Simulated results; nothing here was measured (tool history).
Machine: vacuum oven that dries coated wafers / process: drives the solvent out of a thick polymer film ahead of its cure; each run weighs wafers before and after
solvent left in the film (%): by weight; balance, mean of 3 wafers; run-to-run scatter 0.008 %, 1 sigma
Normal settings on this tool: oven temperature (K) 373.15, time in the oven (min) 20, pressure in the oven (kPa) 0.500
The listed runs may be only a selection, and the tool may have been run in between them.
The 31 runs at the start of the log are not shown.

run,hour,oven temperature (K),time in the oven (min),pressure in the oven (kPa),hours of work since the thermocouples were calibrated,hours of work since the vacuum gauge was cleaned of residue,solvent left in the film (%)
32,729.9,366.15,23,0.491,218,581,3.458
33,747.6,366.15,19,0.491,232,595,4.258
34,766.5,360.15,25,0.258,247,610,4.004
35,795.5,388.15,25,1.429,270,633,1.236
36,828.1,361.15,20,0.331,295,658,4.888
37,844.0,367.15,20,0.331,308,671,3.691
38,860.4,373.15,30,1.156,320,684,2.172
39,881.9,368.15,20,0.500,337,700,3.677
40,903.5,368.15,20,0.500,354,717,3.672
41,936.3,367.15,20,0.264,380,743,3.619
42,964.7,359.15,20,0.500,402,765,5.524
43,997.5,371.15,17,0.286,428,791,3.604
44,1021.7,371.15,17,0.286,447,810,3.605
45,1049.7,371.15,17,0.286,468,832,3.588
46,1067.5,373.15,27,0.263,482,845,1.578

Here are 4 independent what-if runs from the current tool condition. What would each one return?
A,1095.4,361.15,22,0.500,504,867,?
B,1095.4,363.15,27,0.405,504,867,?
C,1095.4,373.15,12,1.565,504,867,?
D,1095.4,369.15,11,0.543,504,867,?

run,solvent left in the film (%)
A,4.687
B,3.299
C,5.724
D,6.118
With the hidden condition removed and each run's random variation left untouched, the same runs would have given:
run,solvent left in the film (%)
A,4.616
B,3.208
C,5.737
D,6.116
